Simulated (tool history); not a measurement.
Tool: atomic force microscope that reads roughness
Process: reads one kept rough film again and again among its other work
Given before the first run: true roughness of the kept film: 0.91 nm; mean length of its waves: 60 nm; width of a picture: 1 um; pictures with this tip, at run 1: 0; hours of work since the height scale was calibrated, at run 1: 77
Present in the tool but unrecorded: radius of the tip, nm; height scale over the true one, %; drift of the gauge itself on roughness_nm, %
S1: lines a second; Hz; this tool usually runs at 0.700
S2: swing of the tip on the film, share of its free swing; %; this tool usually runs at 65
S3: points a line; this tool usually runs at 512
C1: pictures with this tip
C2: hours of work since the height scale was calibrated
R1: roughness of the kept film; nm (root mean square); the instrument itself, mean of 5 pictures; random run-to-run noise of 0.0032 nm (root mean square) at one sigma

run	hour	S1	S2	S3	C1	C2	R1
1	0.0	0.700	65	512	0	77	0.876
2	34.8	0.700	65	553	48	105	0.882
3	114.8	0.700	65	553	156	169	0.872
4	164.1	0.700	65	553	223	208	0.869
# hour 239.8: new tip fitted
5	250.7	0.758	65	553	14	277	0.873
6	325.4	0.700	65	512	116	336	0.872
7	362.7	0.700	65	915	167	366	0.874
8	418.0	0.700	65	915	242	410	0.871
9	466.0	0.700	65	915	307	449	0.872
# hour 477.5: new tip fitted
10	539.8	0.700	65	512	84	507	0.875
11	595.9	0.700	65	512	161	552	0.869
12	668.4	0.700	65	512	259	610	0.872
# hour 716.0: new tip fitted
13	751.2	0.700	65	512	48	676	0.872
14	807.3	1.193	75	782	124	721	0.823
15	850.2	0.700	65	258	183	755	0.865
16	884.7	1.304	74	258	230	782	0.814
# hour 955.0: new tip fitted
17	962.7	0.700	65	294	11	844	0.867
18	1016.5	2.697	65	311	84	887	0.798
19	1061.3	1.865	66	512	145	923	0.824
20	1106.6	0.572	65	634	206	959	0.872
21	1167.0	0.572	65	634	289	1007	0.867
# hour 1197.2: new tip fitted
22	1209.5	0.572	65	634	17	1041	0.871
23	1249.5	0.572	65	634	71	1073	0.869
24	1303.2	0.772	89	445	144	1116	0.798

Predict each of these 3 candidate next runs independently; none follows another, all start after run 24:
A	1338.3	0.772	89	261	192	1144	?
B	1338.3	3.403	73	445	192	1144	?
C	1338.3	1.731	89	445	192	1144	?

run	R1
A	0.797
B	0.725
C	0.710
Stripped of hidden state, with their random variation kept, the same runs would have yielded:
run	R1
A	0.811
B	0.739
C	0.723

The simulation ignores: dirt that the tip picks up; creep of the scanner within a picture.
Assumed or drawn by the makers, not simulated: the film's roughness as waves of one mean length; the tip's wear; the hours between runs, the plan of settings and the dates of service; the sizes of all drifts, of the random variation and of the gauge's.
